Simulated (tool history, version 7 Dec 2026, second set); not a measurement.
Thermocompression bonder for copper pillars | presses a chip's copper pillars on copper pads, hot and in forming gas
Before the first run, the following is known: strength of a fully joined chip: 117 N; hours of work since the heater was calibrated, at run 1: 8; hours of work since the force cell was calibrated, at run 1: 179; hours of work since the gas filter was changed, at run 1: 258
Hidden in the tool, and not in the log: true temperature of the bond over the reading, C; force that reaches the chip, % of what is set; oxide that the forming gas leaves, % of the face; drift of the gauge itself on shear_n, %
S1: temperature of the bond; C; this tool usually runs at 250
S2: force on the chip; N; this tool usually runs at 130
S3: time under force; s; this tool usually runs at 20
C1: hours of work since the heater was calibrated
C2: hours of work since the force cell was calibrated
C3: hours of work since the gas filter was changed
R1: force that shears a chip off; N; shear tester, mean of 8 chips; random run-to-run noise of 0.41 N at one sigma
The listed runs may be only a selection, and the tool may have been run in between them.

run	day	S1	S2	S3	C1	C2	C3	R1
1	0	250	130	20	8	179	258	51.1
2	0.712	250	130	20	15	186	265	51
3	1.125	250	181	20	19	190	269	70.8
4	1.875	250	130	20	26	198	276	51
5	2.479	263	130	20	32	204	282	61.6
6	3.033	250	130	20	37	209	288	51.3
7	3.567	250	130	20	43	214	293	51.5
8	4.412	250	111	20	51	223	301	42.7
9	4.812	250	130	20	55	226	305	51.3
10	5.296	250	130	20	59	231	310	51.4
11	5.738	250	130	20	64	236	314	49.9
12	6.196	250	130	20	68	240	319	50.6
# day 6.571: forming gas filter changed
13	7.017	250	130	44	76	248	4	69.2
14	7.521	279	130	20	81	253	9	76.9
15	8.125	279	130	20	87	259	15	77
16	8.975	279	130	20	95	267	24	76.8
17	9.504	246	130	20	100	272	29	49.8
18	10.088	246	130	20	106	278	34	49.7
19	10.829	250	130	20	113	285	42	52.7
20	11.275	250	86	20	118	289	46	32.2
21	11.896	250	86	20	124	295	52	32.7
22	12.496	270	171	35	130	301	58	96
23	13.433	270	171	35	139	311	67	95.4
24	14.175	233	87	12	146	318	74	19.1
25	15.129	233	87	12	155	327	84	18.7
26	15.692	246	171	12	161	333	89	54
27	16.438	246	94	15	168	340	96	29.2
28	17.125	237	99	49	175	347	103	43.4
29	17.979	245	193	20	183	355	112	70.2
30	18.946	232	193	20	193	364	121	59
31	19.638	257	141	32	199	371	128	70.7
32	20.358	277	175	20	206	378	135	89.3
33	20.85	277	175	20	211	383	140	90.2
34	21.708	250	185	20	220	391	148	71.6
35	22.333	234	176	31	226	398	154	63
36	23.096	234	176	31	233	405	161	63.5
37	24.054	234	176	31	243	414	171	62.7
38	24.758	262	136	12	249	421	178	52.9

Across each entry between runs, compare the hidden state at the last listed run before it with the hidden state at the first listed run after it:
From run 12 to run 13: forming gas filter changed (day 6.571)
  oxide that the forming gas leaves, % of the face: 6.71 -> 0.72
  the result without the hidden state subtracted from the measured one, R1: -4.3 -> -1.3 N
